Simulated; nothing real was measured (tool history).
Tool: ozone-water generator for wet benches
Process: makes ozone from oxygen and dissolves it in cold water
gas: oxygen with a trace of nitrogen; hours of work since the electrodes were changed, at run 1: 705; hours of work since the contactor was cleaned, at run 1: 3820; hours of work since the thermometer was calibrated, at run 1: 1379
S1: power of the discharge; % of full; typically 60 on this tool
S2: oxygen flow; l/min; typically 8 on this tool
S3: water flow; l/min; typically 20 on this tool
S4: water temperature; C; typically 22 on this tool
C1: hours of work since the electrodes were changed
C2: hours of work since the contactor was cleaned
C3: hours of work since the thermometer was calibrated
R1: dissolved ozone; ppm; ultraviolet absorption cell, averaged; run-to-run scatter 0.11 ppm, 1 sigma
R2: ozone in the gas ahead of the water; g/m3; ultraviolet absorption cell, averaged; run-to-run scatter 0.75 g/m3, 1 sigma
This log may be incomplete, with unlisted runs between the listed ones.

run 1 hour=0 | S1=60 S2=8 S3=20 S4=22 | C1=705 C2=3820 C3=1379 | R1=18.3 R2=135.4
run 2 hour=17.5 | S1=60 S2=8 S3=20 S4=22 | C1=719 C2=3834 C3=1393 | R1=18.3 R2=136.8
run 3 hour=42.9 | S1=60 S2=8 S3=20 S4=22 | C1=739 C2=3854 C3=1413 | R1=18.3 R2=136.4
run 4 hour=57.6 | S1=60 S2=8 S3=20 S4=22 | C1=751 C2=3866 C3=1425 | R1=18.4 R2=137.1
run 5 hour=76.7 | S1=60 S2=8 S3=20 S4=22 | C1=766 C2=3881 C3=1440 | R1=18.4 R2=135.4
run 6 hour=106 | S1=60 S2=8 S3=20 S4=22 | C1=789 C2=3905 C3=1463 | R1=18.3 R2=135.1
run 7 hour=138.5 | S1=60 S2=8 S3=20 S4=22 | C1=815 C2=3931 C3=1489 | R1=18.4 R2=135.6
run 8 hour=164.2 | S1=60 S2=8 S3=20 S4=16 | C1=836 C2=3951 C3=1510 | R1=20.3 R2=136.1
run 9 hour=182.9 | S1=60 S2=8 S3=20 S4=22 | C1=851 C2=3966 C3=1525 | R1=18.2 R2=135.2
run 10 hour=198.5 | S1=60 S2=8 S3=20 S4=22 | C1=863 C2=3978 C3=1537 | R1=18.2 R2=136.1
run 11 hour=211.8 | S1=60 S2=8 S3=20 S4=22 | C1=874 C2=3989 C3=1548 | R1=18.4 R2=135.2
run 12 hour=227.2 | S1=60 S2=8 S3=20 S4=22 | C1=886 C2=4001 C3=1560 | R1=18.4 R2=136
run 13 hour=250.2 | S1=60 S2=8 S3=20 S4=22 | C1=905 C2=4020 C3=1579 | R1=18.2 R2=136.8
run 14 hour=280.7 | S1=60 S2=8 S3=20 S4=22 | C1=929 C2=4044 C3=1603 | R1=18.1 R2=136.4
run 15 hour=310.9 | S1=60 S2=13.3 S3=20 S4=22 | C1=953 C2=4068 C3=1627 | R1=17 R2=104
run 16 hour=342.9 | S1=42 S2=8 S3=20 S4=22 | C1=979 C2=4094 C3=1653 | R1=13.2 R2=98.3
run 17 hour=366.7 | S1=42 S2=8 S3=20 S4=22 | C1=998 C2=4113 C3=1672 | R1=13 R2=96.6
run 18 hour=396.5 | S1=78 S2=4.72 S3=28 S4=24 | C1=1021 C2=4137 C3=1695 | R1=17.1 R2=225.8
run 19 hour=428.9 | S1=78 S2=4.72 S3=28 S4=24 | C1=1047 C2=4163 C3=1721 | R1=17.2 R2=225.2
run 20 hour=461 | S1=78 S2=4.72 S3=28 S4=24 | C1=1073 C2=4188 C3=1747 | R1=16.9 R2=224.5
run 21 hour=480.3 | S1=54 S2=6.41 S3=22 S4=24 | C1=1088 C2=4204 C3=1762 | R1=15 R2=138.2
run 22 hour=509.4 | S1=75 S2=8 S3=20 S4=25 | C1=1112 C2=4227 C3=1786 | R1=21.2 R2=167.7
run 23 hour=538.3 | S1=75 S2=8 S3=20 S4=25 | C1=1135 C2=4250 C3=1809 | R1=21 R2=165.4
run 24 hour=562.1 | S1=60 S2=8 S3=20 S4=25 | C1=1154 C2=4269 C3=1828 | R1=17.3 R2=136.6
run 25 hour=586.8 | S1=60 S2=8 S3=20 S4=25 | C1=1174 C2=4289 C3=1847 | R1=17.3 R2=134.4
run 26 hour=602.8 | S1=60 S2=8 S3=20 S4=28 | C1=1186 C2=4301 C3=1860 | R1=16 R2=136.2
run 27 hour=630.7 | S1=60 S2=8 S3=20 S4=28 | C1=1209 C2=4324 C3=1883 | R1=16.1 R2=134.9
run 28 hour=656.5 | S1=60 S2=8 S3=24 S4=22 | C1=1229 C2=4344 C3=1903 | R1=15.9 R2=135.7
run 29 hour=680.7 | S1=60 S2=8 S3=24 S4=22 | C1=1248 C2=4364 C3=1922 | R1=15.9 R2=133.8
run 30 hour=695.7 | S1=57 S2=8 S3=24 S4=22 | C1=1260 C2=4376 C3=1934 | R1=15.2 R2=129.3
run 31 hour=711.8 | S1=60 S2=11.43 S3=15 S4=22 | C1=1273 C2=4388 C3=1947 | R1=20.1 R2=113.5
run 32 hour=737.5 | S1=60 S2=7.21 S3=17 S4=22 | C1=1294 C2=4409 C3=1968 | R1=20.7 R2=143.9

Forecast each of these 4 alternatives for the next run:
run A hour=756 | S1=60 S2=8.91 S3=17 S4=24 | C1=1309 C2=4424 C3=1983 | R1=? R2=?
run B hour=756 | S1=60 S2=4.51 S3=15 S4=14 | C1=1309 C2=4424 C3=1983 | R1=? R2=?
run C hour=756 | S1=60 S2=7.21 S3=30 S4=22 | C1=1309 C2=4424 C3=1983 | R1=? R2=?
run D hour=756 | S1=60 S2=13.37 S3=18 S4=20 | C1=1309 C2=4424 C3=1983 | R1=? R2=?

run=A R1=19.1 R2=127.3
run=B R1=25.8 R2=180
run=C R1=13.2 R2=143.1
run=D R1=18.5 R2=104.3
What these runs would have given with no unlogged condition in the tool:
run=A R1=19.6 R2=129.4
run=B R1=26.5 R2=183
run=C R1=13.7 R2=145.4
run=D R1=19 R2=106
